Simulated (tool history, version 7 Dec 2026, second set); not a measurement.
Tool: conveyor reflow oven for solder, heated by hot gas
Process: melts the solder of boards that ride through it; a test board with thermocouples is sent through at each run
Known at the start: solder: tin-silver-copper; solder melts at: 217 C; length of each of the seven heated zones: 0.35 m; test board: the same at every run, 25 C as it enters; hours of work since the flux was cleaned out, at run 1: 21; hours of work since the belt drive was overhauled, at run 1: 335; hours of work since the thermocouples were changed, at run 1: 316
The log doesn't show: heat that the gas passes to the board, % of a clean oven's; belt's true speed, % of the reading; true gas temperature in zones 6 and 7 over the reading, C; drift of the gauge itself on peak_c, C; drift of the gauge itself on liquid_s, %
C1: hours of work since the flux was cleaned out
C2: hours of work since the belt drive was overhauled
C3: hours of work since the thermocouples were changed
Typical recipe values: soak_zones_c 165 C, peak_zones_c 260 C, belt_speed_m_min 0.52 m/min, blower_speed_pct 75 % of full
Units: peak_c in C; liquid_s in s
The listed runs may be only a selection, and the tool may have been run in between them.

Run 1, hour 0: usual settings; C1 21; C2 335; C3 316. Result: peak_c 243.4 C, liquid_s 50.2 s.
Run 2, hour 10.9: usual settings; C1 29; C2 343; C3 324. Result: peak_c 243 C, liquid_s 50.4 s.
Run 3, hour 22.5: usual settings; C1 38; C2 351; C3 332. Result: peak_c 243.5 C, liquid_s 49.8 s.
Run 4, hour 35.1: usual settings; C1 47; C2 360; C3 341. Result: peak_c 243.2 C, liquid_s 50.1 s.
Run 5, hour 49.3: usual settings; C1 57; C2 371; C3 352. Result: peak_c 242.8 C, liquid_s 50.2 s.
Run 6, hour 60.3: usual settings; C1 65; C2 379; C3 360. Result: peak_c 243.1 C, liquid_s 50.4 s.
Run 7, hour 68.3: usual settings; C1 71; C2 384; C3 366. Result: peak_c 243.1 C, liquid_s 49.7 s.
Run 8, hour 79: usual settings; C1 79; C2 392; C3 373. Result: peak_c 242.7 C, liquid_s 49.9 s.
Run 9, hour 89.9: usual settings; C1 87; C2 400; C3 381. Result: peak_c 242.8 C, liquid_s 49.7 s.
Run 10, hour 96.7: usual settings but blower_speed_pct 84 % of full; C1 92; C2 405; C3 386. Result: peak_c 244.5 C, liquid_s 52 s.
Run 11, hour 103.4: usual settings; C1 97; C2 410; C3 391. Result: peak_c 242.7 C, liquid_s 49.3 s.
Run 12, hour 116.1: usual settings; C1 106; C2 419; C3 401. Result: peak_c 242.6 C, liquid_s 49.5 s.
Run 13, hour 122.1: usual settings; C1 110; C2 424; C3 405. Result: peak_c 242.9 C, liquid_s 49.8 s.
Run 14, hour 130.1: usual settings; C1 116; C2 430; C3 411. Result: peak_c 242.8 C, liquid_s 49.4 s.

What does the tool deliver on the next run?
Run 15, hour 139.9: usual settings; C1 123; C2 437; C3 418. Result: peak_c ?, liquid_s ?.

peak_c: 242.9 C
liquid_s: 49.3 s
Without the tool's hidden state the same run would have given peak_c 244.8 C, liquid_s 50.9 s.
